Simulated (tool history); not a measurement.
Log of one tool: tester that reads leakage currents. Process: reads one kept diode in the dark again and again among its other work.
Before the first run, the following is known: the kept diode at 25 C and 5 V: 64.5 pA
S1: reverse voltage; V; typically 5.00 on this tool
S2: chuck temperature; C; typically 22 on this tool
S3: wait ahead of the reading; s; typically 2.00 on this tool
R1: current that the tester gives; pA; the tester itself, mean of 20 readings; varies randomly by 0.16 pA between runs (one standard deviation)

run,hour,S1,S2,S3,R1
1,0.0,5.00,22,2.00,62.29
2,82.5,5.00,22,2.00,62.71
3,191.5,5.00,22,2.00,63.41
4,265.3,2.88,22,2.00,47.33
5,378.6,2.88,22,2.00,47.92
6,488.6,2.88,22,2.00,48.44
7,557.2,2.88,22,2.00,48.71
8,660.6,2.88,22,2.00,48.82
9,763.1,2.88,22,2.00,49.16
10,845.7,2.88,22,2.00,49.68
11,919.1,5.00,22,2.00,67.56
12,1018.1,5.00,22,0.46,71.14
13,1094.2,5.00,22,0.46,71.57
# hour 1152.0: chuck's temperature calibrated
14,1183.0,5.00,22,0.46,74.57
# hour 1192.1: probe card cleaned and baked
15,1252.4,5.00,46,0.46,345.17
16,1326.4,5.00,22,2.00,63.45
17,1415.9,5.00,22,2.00,63.86
# hour 1457.9: chuck's temperature calibrated, once more
18,1465.4,5.00,22,0.94,54.23
19,1552.8,5.00,22,0.94,54.61
20,1611.9,2.21,57,2.00,409.20
21,1701.3,2.21,57,2.00,409.38
22,1759.0,16.04,49,0.84,649.30
23,1830.1,4.45,22,0.87,53.13
24,1928.2,5.52,41,2.00,227.92
25,1998.6,5.52,41,2.00,228.14
26,2054.4,3.01,37,1.23,129.98
27,2166.6,2.19,32,0.62,79.22
28,2250.4,1.84,25,4.27,43.30
29,2332.5,5.00,58,2.00,668.66
30,2389.3,3.33,45,5.72,239.18
31,2481.0,7.10,54,0.56,625.02
32,2556.1,3.29,28,1.59,73.93
33,2619.4,5.00,26,0.40,83.08
34,2676.3,5.00,26,0.40,82.99
35,2776.8,18.69,36,0.42,326.77
36,2867.6,5.00,49,2.00,390.99
37,2933.1,5.00,22,1.50,61.86
38,2984.7,5.00,22,1.50,61.57

For each run, the measured value with the value that run would have given without the tool's hidden condition subtracted. The run-to-run variation is shared by both, the gauge scatter possibly not:
Hidden conditions of the tool in this case: stray current of the dirty probe card, pA a volt; current scale over the true one, %; true chuck temperature over the reading, C; drift of the gauge itself on leakage_pa, %.
run,R1
1,+10.52
2,+10.97
3,+11.56
4,+7.72
5,+8.14
6,+8.60
7,+8.89
8,+9.22
9,+9.61
10,+9.97
11,+15.65
12,+16.31
13,+16.71
14,+20.07
15,+51.77
16,+11.31
17,+11.81
18,+1.29
19,+1.76
20,+8.51
21,+10.56
22,+22.10
23,+3.06
24,+10.39
25,+11.39
26,+6.99
27,+5.01
28,+3.37
29,+38.66
30,+16.26
31,+42.82
32,+7.36
33,+9.17
34,+9.49
35,+37.99
36,+35.57
37,+9.40
38,+9.61

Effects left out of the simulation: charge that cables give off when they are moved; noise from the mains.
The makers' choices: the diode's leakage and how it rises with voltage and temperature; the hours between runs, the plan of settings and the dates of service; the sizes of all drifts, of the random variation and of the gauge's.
